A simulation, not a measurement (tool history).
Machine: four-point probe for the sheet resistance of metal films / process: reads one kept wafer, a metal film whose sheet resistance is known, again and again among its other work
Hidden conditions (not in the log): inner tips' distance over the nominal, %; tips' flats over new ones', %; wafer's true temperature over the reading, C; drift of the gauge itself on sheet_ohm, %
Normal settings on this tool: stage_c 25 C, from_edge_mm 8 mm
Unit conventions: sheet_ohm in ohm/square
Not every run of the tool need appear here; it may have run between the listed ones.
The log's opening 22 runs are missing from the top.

run    hour  stage_c  from_edge_mm  touches since the probe head was changed  hours of work since the stage's thermometer was calibrated  sheet_ohm
 23  1381.7       18            65                                     36197                                                        1840   0.849539
 24  1423.3       24            10                                     36564                                                        1857   0.849854
 25  1461.2       24            10                                     36897                                                        1872    0.84979
 26  1539.5       23            62                                     37585                                                        1904   0.848113
 27  1609.7       28            29                                     38203                                                        1932   0.846818
 28  1690.3       28             8                                     38912                                                        1964   0.849687
 29  1771.3       30            58                                     39624                                                        1997   0.846355
 30  1841.8       27            58                                     40244                                                        2026   0.847363
 31  1899.2       27            58                                     40748                                                        2049   0.847442
 32  1973.6       28            49                                     41403                                                        2079   0.847198
 33  2046.3       30            13                                     42042                                                        2108   0.847556
 34  2109.1       28            37                                     42595                                                        2134   0.846889
 35    2156       23            64                                     43007                                                        2152   0.848966
 36  2230.8       26            15                                     43665                                                        2183   0.848541
 37  2317.4       21            39                                     44427                                                        2218   0.849477
 38  2404.8       21            39                                     45195                                                        2253    0.84954
 39  2468.5       32            37                                     45755                                                        2279   0.846034
 40  2545.7       22            13                                     46434                                                        2310   0.850184
 41    2620       22            13                                     47088                                                        2340   0.850264

Alternative continuations, all from the tool just after run 41; predict every row:
  A  2669.3       31            10                                     47521                                                        2360          ?
  B  2669.3       23            27                                     47521                                                        2360          ?
  C  2669.3       25            64                                     47521                                                        2360          ?
  D  2669.3       19            12                                     47521                                                        2360          ?

run  sheet_ohm
  A   0.848448
  B   0.849236
  C   0.848427
  D   0.851346
Take away the tool's hidden state, keep each run's random variation, and the runs would have read:
run  sheet_ohm
  A   0.848623
  B   0.849425
  C   0.848612
  D   0.851543
